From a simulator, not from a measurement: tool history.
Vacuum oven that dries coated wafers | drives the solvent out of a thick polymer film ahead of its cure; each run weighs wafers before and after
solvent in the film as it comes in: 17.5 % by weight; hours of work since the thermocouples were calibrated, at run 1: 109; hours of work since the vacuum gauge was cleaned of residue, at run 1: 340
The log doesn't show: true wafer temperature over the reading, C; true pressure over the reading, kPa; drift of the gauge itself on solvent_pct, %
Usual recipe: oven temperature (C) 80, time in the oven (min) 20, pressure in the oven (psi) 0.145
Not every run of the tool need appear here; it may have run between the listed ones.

| run | hour | oven temperature (C) | time in the oven (min) | pressure in the oven (psi) | hours of work since the thermocouples were calibrated | hours of work since the vacuum gauge was cleaned of residue | solvent left in the film (%) |
|---|---|---|---|---|---|---|---|
| 1 | 0.0 | 80 | 20 | 0.145 | 109 | 340 | 4.38 |
| 2 | 10.5 | 80 | 20 | 0.145 | 115 | 346 | 4.28 |
| 3 | 21.3 | 91 | 20 | 0.145 | 122 | 352 | 1.88 |
| 4 | 34.3 | 91 | 20 | 0.145 | 129 | 359 | 1.87 |
| 5 | 42.3 | 91 | 20 | 0.145 | 134 | 364 | 1.91 |
| 6 | 49.9 | 80 | 20 | 0.252 | 138 | 368 | 4.80 |
| 7 | 62.2 | 80 | 20 | 0.122 | 145 | 375 | 4.29 |
| 8 | 75.0 | 85 | 20 | 0.145 | 152 | 383 | 3.01 |
| 9 | 87.0 | 80 | 20 | 0.083 | 159 | 390 | 3.99 |
| 10 | 100.0 | 80 | 20 | 0.145 | 167 | 397 | 4.34 |
| 11 | 111.3 | 80 | 20 | 0.145 | 173 | 403 | 4.30 |
| 12 | 124.6 | 80 | 20 | 0.110 | 181 | 411 | 4.00 |
| 13 | 135.4 | 80 | 20 | 0.110 | 187 | 417 | 4.21 |
| 14 | 143.4 | 80 | 17 | 0.145 | 191 | 422 | 5.05 |
| 15 | 154.7 | 80 | 14 | 0.145 | 198 | 428 | 5.93 |
| 16 | 160.8 | 80 | 14 | 0.145 | 201 | 432 | 6.05 |
| 17 | 168.8 | 80 | 11 | 0.145 | 206 | 436 | 7.28 |
| 18 | 178.0 | 74 | 20 | 0.145 | 211 | 441 | 5.95 |
| 19 | 187.2 | 80 | 20 | 0.145 | 216 | 447 | 4.32 |
| 20 | 196.8 | 80 | 12 | 0.145 | 222 | 452 | 6.76 |
| 21 | 209.8 | 83 | 30 | 0.283 | 229 | 460 | 2.50 |
| 22 | 222.0 | 89 | 22 | 0.415 | 236 | 467 | 2.79 |
| 23 | 230.8 | 67 | 28 | 0.310 | 241 | 472 | 7.22 |
| 24 | 240.1 | 87 | 12 | 0.145 | 247 | 477 | 4.92 |
| 25 | 252.6 | 93 | 20 | 0.286 | 254 | 484 | 1.92 |
| 26 | 259.7 | 80 | 12 | 0.257 | 258 | 488 | 7.23 |
| 27 | 267.4 | 81 | 12 | 0.257 | 262 | 493 | 6.86 |
| 28 | 274.5 | 81 | 12 | 0.257 | 266 | 497 | 6.81 |
| 29 | 287.2 | 80 | 20 | 0.145 | 273 | 504 | 4.31 |
| 30 | 297.8 | 91 | 17 | 0.200 | 280 | 510 | 2.57 |
| 31 | 304.8 | 91 | 17 | 0.200 | 283 | 514 | 2.56 |
| 32 | 316.6 | 91 | 17 | 0.200 | 290 | 521 | 2.52 |
| 33 | 324.2 | 67 | 20 | 0.287 | 295 | 525 | 8.70 |
| 34 | 334.3 | 83 | 20 | 0.579 | 300 | 531 | 5.20 |
| 35 | 346.2 | 83 | 30 | 0.249 | 307 | 538 | 2.33 |
| 36 | 354.6 | 83 | 23 | 0.350 | 312 | 542 | 3.69 |
| 37 | 360.8 | 83 | 23 | 0.350 | 315 | 546 | 3.67 |
| 38 | 372.0 | 92 | 20 | 0.145 | 322 | 552 | 1.67 |
| 39 | 379.6 | 80 | 20 | 0.083 | 326 | 557 | 3.86 |
| 40 | 391.6 | 68 | 21 | 0.090 | 333 | 564 | 7.02 |

Below, some changes in solvent left in the film (%) between adjacent runs. For each, the amount present without the hidden state too (settings, incoming material, random variation) and the amount remaining for the hidden state with gauge scatter not shared by both compared results:
Run 20 -> 21: oven temperature (C) 80 -> 83, time in the oven (min) 12 -> 30, pressure in the oven (psi) 0.145 -> 0.283. solvent left in the film (%) -4.26: hidden state +0.05, all else -4.31.
Run 22 -> 23: oven temperature (C) 89 -> 67, time in the oven (min) 22 -> 28, pressure in the oven (psi) 0.415 -> 0.310. solvent left in the film (%) +4.43: hidden state -0.03, all else +4.46.
Run 25 -> 26: oven temperature (C) 93 -> 80, time in the oven (min) 20 -> 12, pressure in the oven (psi) 0.286 -> 0.257. solvent left in the film (%) +5.31: hidden state -0.06, all else +5.37.
Run 32 -> 33: oven temperature (C) 91 -> 67, time in the oven (min) 17 -> 20, pressure in the oven (psi) 0.200 -> 0.287. solvent left in the film (%) +6.18: hidden state -0.03, all else +6.21.
Run 34 -> 35: time in the oven (min) 20 -> 30, pressure in the oven (psi) 0.579 -> 0.249. solvent left in the film (%) -2.87: hidden state +0.07, all else -2.94.
